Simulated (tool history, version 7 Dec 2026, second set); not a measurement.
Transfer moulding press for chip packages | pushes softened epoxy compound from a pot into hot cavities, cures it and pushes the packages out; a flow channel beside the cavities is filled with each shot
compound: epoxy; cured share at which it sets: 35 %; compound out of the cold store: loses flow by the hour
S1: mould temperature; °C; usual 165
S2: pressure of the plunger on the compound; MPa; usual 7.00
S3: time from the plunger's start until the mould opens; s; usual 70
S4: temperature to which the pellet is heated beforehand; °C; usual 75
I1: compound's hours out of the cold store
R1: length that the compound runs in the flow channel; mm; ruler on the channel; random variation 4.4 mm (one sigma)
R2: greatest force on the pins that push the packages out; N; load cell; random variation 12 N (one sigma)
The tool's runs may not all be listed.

run,day,S1,S2,S3,S4,I1,R1,R2
1,0.000,165,7.00,70,75,13.8,870,829
2,0.304,165,7.00,70,75,13.2,868,876
3,0.658,165,7.00,70,75,25.9,842,881
4,1.046,165,7.00,70,75,36.8,822,867
# day 1.208: cavities cleaned with cleaning compound and waxed
5,1.346,165,7.00,70,75,17.3,854,635
6,1.762,165,7.00,70,75,41.9,817,665
7,2.317,165,7.00,70,75,35.6,813,743
8,2.700,171,7.00,70,75,32.0,802,527
9,3.242,171,7.00,70,75,21.1,823,563
10,3.700,171,7.00,70,75,23.2,819,565
11,4.017,171,7.00,70,75,45.4,778,566
# day 4.508: cavities cleaned with cleaning compound and waxed
12,4.575,171,7.00,70,75,43.6,786,391
13,5.108,171,7.00,70,75,26.6,814,461
14,5.667,170,7.00,70,75,14.8,833,544
15,5.988,170,5.39,73,75,13.4,736,510
16,6.558,165,7.25,103,75,40.1,813,449
17,7.000,172,7.25,103,75,44.8,783,449
18,7.312,172,7.25,83,77,35.8,801,467
19,7.712,172,7.25,83,77,30.9,810,486
# day 7.808: cavities cleaned with cleaning compound and waxed
20,8.054,158,7.00,70,85,24.9,839,1003
21,8.571,158,7.00,70,85,21.6,837,1167
22,8.938,158,7.00,70,85,9.8,860,1238
23,9.258,158,7.43,70,83,25.8,855,1315
24,9.692,165,7.00,61,80,40.3,791,1147
25,9.988,165,7.00,62,81,20.2,811,1150
26,10.500,165,7.00,62,81,40.2,792,1171
27,10.833,165,5.78,70,75,45.7,697,857
# day 11.133: cavities cleaned with cleaning compound and waxed
28,11.379,165,5.78,106,75,37.5,714,349

3 ways to go on from here, each from the tool as it stands after run 28. What would each give?
A,11.950,170,6.63,70,75,46.2,?,?
B,11.950,165,5.78,106,75,43.1,?,?
C,11.950,165,7.54,68,80,21.2,?,?

run,R1,R2
A,736,483
B,699,395
C,841,759
Without the tool's hidden state the same runs would have given:
run,R1,R2
A,774,390
B,735,326
C,884,600
